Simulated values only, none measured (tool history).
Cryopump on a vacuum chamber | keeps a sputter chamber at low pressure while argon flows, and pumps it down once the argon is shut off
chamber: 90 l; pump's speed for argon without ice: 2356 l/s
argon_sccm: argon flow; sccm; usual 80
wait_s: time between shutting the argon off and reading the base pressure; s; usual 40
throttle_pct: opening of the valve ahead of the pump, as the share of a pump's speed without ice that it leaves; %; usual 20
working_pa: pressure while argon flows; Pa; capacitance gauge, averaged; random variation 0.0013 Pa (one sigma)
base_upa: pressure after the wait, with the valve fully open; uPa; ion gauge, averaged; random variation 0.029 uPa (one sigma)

run,hour,argon_sccm,wait_s,throttle_pct,working_pa,base_upa
1,0.0,80,40,20,0.3072,2.40
2,24.1,80,40,20,0.3078,2.39
3,58.7,80,40,32,0.1975,2.39
4,100.1,80,40,32,0.2002,2.43
# hour 121.0: pump warmed up, emptied and cooled again
5,147.0,80,40,35,0.1662,2.19
6,169.4,80,40,35,0.1659,2.24
7,206.1,80,40,35,0.1658,2.22
8,248.5,80,40,35,0.1682,2.30
9,267.1,80,40,23,0.2547,2.21
10,304.5,80,40,23,0.2522,2.29
11,346.1,80,40,34,0.1733,2.28
12,374.6,80,40,34,0.1760,2.32
13,408.5,80,40,20,0.2953,2.33
14,429.6,80,40,31,0.1914,2.40
15,464.4,80,40,31,0.1919,2.42
16,504.4,58,106,59,0.0766,1.53
17,531.0,100,123,18,0.4074,1.55
18,560.5,100,123,18,0.4129,1.50
19,598.9,80,55,34,0.1787,2.14
20,632.5,51,108,21,0.1820,1.69
21,669.2,51,108,21,0.1809,1.72
22,707.9,51,108,21,0.1826,1.68
23,729.5,32,40,18,0.1329,2.57
24,754.5,32,40,23,0.1046,2.65
25,790.2,32,40,23,0.1066,2.68

Measured less the same run without the tool's hidden state. The same run-to-run variation is in both; the gauge's scatter may not be:
The hidden state here: pump's speed, % of a pump's without ice; cold plate's temperature, K; leak into the chamber, uPa l/s; drift of the gauge itself on working_pa, %; drift of the gauge itself on base_upa, %.
run,working_pa,base_upa
1,+0.0189,+0.94
2,+0.0195,+0.96
3,+0.0204,+0.96
4,+0.0218,+1.01
5,+0.0014,+0.75
6,+0.0017,+0.76
7,+0.0024,+0.77
8,+0.0031,+0.82
9,+0.0034,+0.78
10,+0.0041,+0.83
11,+0.0049,+0.86
12,+0.0054,+0.87
13,+0.0061,+0.90
14,+0.0065,+0.94
15,+0.0072,+0.96
16,+0.0058,+0.93
17,+0.0107,+1.00
18,+0.0116,+0.96
19,+0.0100,+1.04
20,+0.0069,+1.06
21,+0.0073,+1.09
22,+0.0080,+1.09
23,+0.0052,+1.14
24,+0.0054,+1.18
25,+0.0058,+1.21
